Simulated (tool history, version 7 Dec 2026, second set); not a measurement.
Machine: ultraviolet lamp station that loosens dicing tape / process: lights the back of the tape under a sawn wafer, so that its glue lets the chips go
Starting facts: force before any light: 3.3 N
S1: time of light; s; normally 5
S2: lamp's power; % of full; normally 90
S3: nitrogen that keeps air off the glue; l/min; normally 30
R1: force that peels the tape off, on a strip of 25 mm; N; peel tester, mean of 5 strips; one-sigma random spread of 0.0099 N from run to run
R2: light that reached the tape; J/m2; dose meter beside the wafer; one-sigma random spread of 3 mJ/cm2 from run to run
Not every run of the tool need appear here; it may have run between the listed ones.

run 1 day=0 | S1=5 S2=90 S3=30 | R1=0.541 R2=3570
run 2 day=0.65 | S1=5 S2=90 S3=30 | R1=0.548 R2=3660
run 3 day=2.025 | S1=5 S2=84 S3=30 | R1=0.625 R2=3280
run 4 day=2.988 | S1=5 S2=84 S3=30 | R1=0.643 R2=3230
run 5 day=4.15 | S1=5 S2=84 S3=30 | R1=0.663 R2=3200
run 6 day=4.762 | S1=5 S2=84 S3=30 | R1=0.64 R2=3160
run 7 day=5.612 | S1=5 S2=84 S3=30 | R1=0.684 R2=3140
run 8 day=6.562 | S1=5 S2=84 S3=30 | R1=0.714 R2=3100
run 9 day=7.429 | S1=5 S2=84 S3=30 | R1=0.693 R2=3080
run 10 day=8.838 | S1=5 S2=84 S3=30 | R1=0.688 R2=3000
run 11 day=10.104 | S1=5 S2=84 S3=30 | R1=0.724 R2=2960
run 12 day=10.817 | S1=5 S2=84 S3=30 | R1=0.751 R2=2950
run 13 day=11.662 | S1=5 S2=84 S3=30 | R1=0.751 R2=2910
-- day=11.821 window cleaned of glue's vapour
run 14 day=12.388 | S1=5 S2=84 S3=30 | R1=0.769 R2=2780
run 15 day=13.717 | S1=4 S2=84 S3=51 | R1=0.816 R2=2210
run 16 day=14.933 | S1=10 S2=82 S3=17 | R1=0.458 R2=5350
-- day=16.258 window cleaned of glue's vapour, once more
run 17 day=16.308 | S1=3 S2=90 S3=59 | R1=0.912 R2=1920
run 18 day=17.204 | S1=9 S2=90 S3=50 | R1=0.254 R2=5730
run 19 day=18.55 | S1=6 S2=82 S3=35 | R1=0.552 R2=3480
run 20 day=19.408 | S1=3 S2=63 S3=29 | R1=1.6 R2=1330
run 21 day=20.821 | S1=3 S2=81 S3=24 | R1=1.462 R2=1650
run 22 day=22.108 | S1=5 S2=85 S3=17 | R1=1.015 R2=2880
run 23 day=23.008 | S1=5 S2=85 S3=17 | R1=1.025 R2=2800
run 24 day=24.042 | S1=3 S2=80 S3=17 | R1=1.598 R2=1590

Each row is a separate what-if for the run after 24, all from the same tool condition, not one after another. Results?
run A day=24.733 | S1=5 S2=60 S3=20 | R1=? R2=?
run B day=24.733 | S1=2 S2=73 S3=20 | R1=? R2=?
run C day=24.733 | S1=2 S2=71 S3=22 | R1=? R2=?
run D day=24.733 | S1=4 S2=99 S3=22 | R1=? R2=?

run=A R1=1.321 R2=1970
run=B R1=2.134 R2=920
run=C R1=2.095 R2=950
run=D R1=0.946 R2=2510
Had the tool no hidden state, the same runs would have come out as:
run=A R1=0.873 R2=2980
run=B R1=1.709 R2=1410
run=C R1=1.674 R2=1430
run=D R1=0.566 R2=3840
